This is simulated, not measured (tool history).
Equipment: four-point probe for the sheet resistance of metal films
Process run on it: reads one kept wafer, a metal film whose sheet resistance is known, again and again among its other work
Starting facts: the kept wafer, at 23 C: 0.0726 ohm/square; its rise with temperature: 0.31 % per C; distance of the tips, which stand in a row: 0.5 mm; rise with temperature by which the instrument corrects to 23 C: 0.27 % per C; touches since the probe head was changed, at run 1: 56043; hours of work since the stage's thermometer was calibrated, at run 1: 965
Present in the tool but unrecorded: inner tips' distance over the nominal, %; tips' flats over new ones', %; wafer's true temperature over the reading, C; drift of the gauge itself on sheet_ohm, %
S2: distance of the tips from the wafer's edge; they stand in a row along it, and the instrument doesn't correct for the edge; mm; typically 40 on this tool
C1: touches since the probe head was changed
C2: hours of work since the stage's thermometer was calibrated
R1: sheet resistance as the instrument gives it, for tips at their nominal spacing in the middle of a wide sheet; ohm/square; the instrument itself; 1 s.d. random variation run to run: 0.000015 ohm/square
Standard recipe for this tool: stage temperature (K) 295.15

run 1 hour=0.0 | stage_temperature_(K)=295.15 S2=40 | C1=56043 C2=965 | R1=0.072582
run 2 hour=73.6 | stage_temperature_(K)=295.15 S2=40 | C1=57334 C2=1002 | R1=0.072576
run 3 hour=159.0 | stage_temperature_(K)=295.15 S2=40 | C1=58832 C2=1046 | R1=0.072567
run 4 hour=231.8 | stage_temperature_(K)=295.15 S2=40 | C1=60109 C2=1083 | R1=0.072572
run 5 hour=276.9 | stage_temperature_(K)=295.15 S2=40 | C1=60900 C2=1106 | R1=0.072564
run 6 hour=314.9 | stage_temperature_(K)=295.15 S2=40 | C1=61566 C2=1125 | R1=0.072564
run 7 hour=371.0 | stage_temperature_(K)=295.15 S2=40 | C1=62551 C2=1154 | R1=0.072566
run 8 hour=451.3 | stage_temperature_(K)=295.15 S2=40 | C1=63960 C2=1195 | R1=0.072575
run 9 hour=534.4 | stage_temperature_(K)=295.15 S2=40 | C1=65417 C2=1237 | R1=0.072583
run 10 hour=598.5 | stage_temperature_(K)=291.15 S2=40 | C1=66540 C2=1270 | R1=0.072432
run 11 hour=667.4 | stage_temperature_(K)=295.15 S2=40 | C1=67750 C2=1305 | R1=0.072594
run 12 hour=702.4 | stage_temperature_(K)=295.15 S2=40 | C1=68363 C2=1323 | R1=0.072596
run 13 hour=749.5 | stage_temperature_(K)=295.15 S2=40 | C1=69189 C2=1347 | R1=0.072569
run 14 hour=818.3 | stage_temperature_(K)=295.15 S2=40 | C1=70396 C2=1382 | R1=0.072573
run 15 hour=892.3 | stage_temperature_(K)=295.15 S2=40 | C1=71694 C2=1420 | R1=0.072564
run 16 hour=975.2 | stage_temperature_(K)=295.15 S2=12 | C1=73149 C2=1462 | R1=0.072638
run 17 hour=1046.4 | stage_temperature_(K)=295.15 S2=40 | C1=74397 C2=1498 | R1=0.072568
-- hour=1122.0 stage's thermometer calibrated
run 18 hour=1128.9 | stage_temperature_(K)=295.15 S2=40 | C1=75836 C2=4 | R1=0.072561
run 19 hour=1206.1 | stage_temperature_(K)=295.15 S2=29 | C1=77190 C2=43 | R1=0.072575
run 20 hour=1268.4 | stage_temperature_(K)=295.15 S2=29 | C1=78283 C2=75 | R1=0.072594
run 21 hour=1350.4 | stage_temperature_(K)=295.15 S2=29 | C1=79721 C2=116 | R1=0.072590
run 22 hour=1392.2 | stage_temperature_(K)=303.15 S2=3 | C1=80453 C2=138 | R1=0.073866
run 23 hour=1451.0 | stage_temperature_(K)=303.15 S2=3 | C1=81485 C2=168 | R1=0.073878
run 24 hour=1504.7 | stage_temperature_(K)=299.15 S2=13 | C1=82427 C2=195 | R1=0.072744
run 25 hour=1574.1 | stage_temperature_(K)=299.15 S2=13 | C1=83644 C2=231 | R1=0.072748

What does the tool deliver on the next run?
run 26 hour=1656.4 | stage_temperature_(K)=307.15 S2=9 | C1=85087 C2=272 | R1=?

R1: 0.073037 ohm/square
With no hidden state in the tool, this same run would have given R1 0.073042 ohm/square.
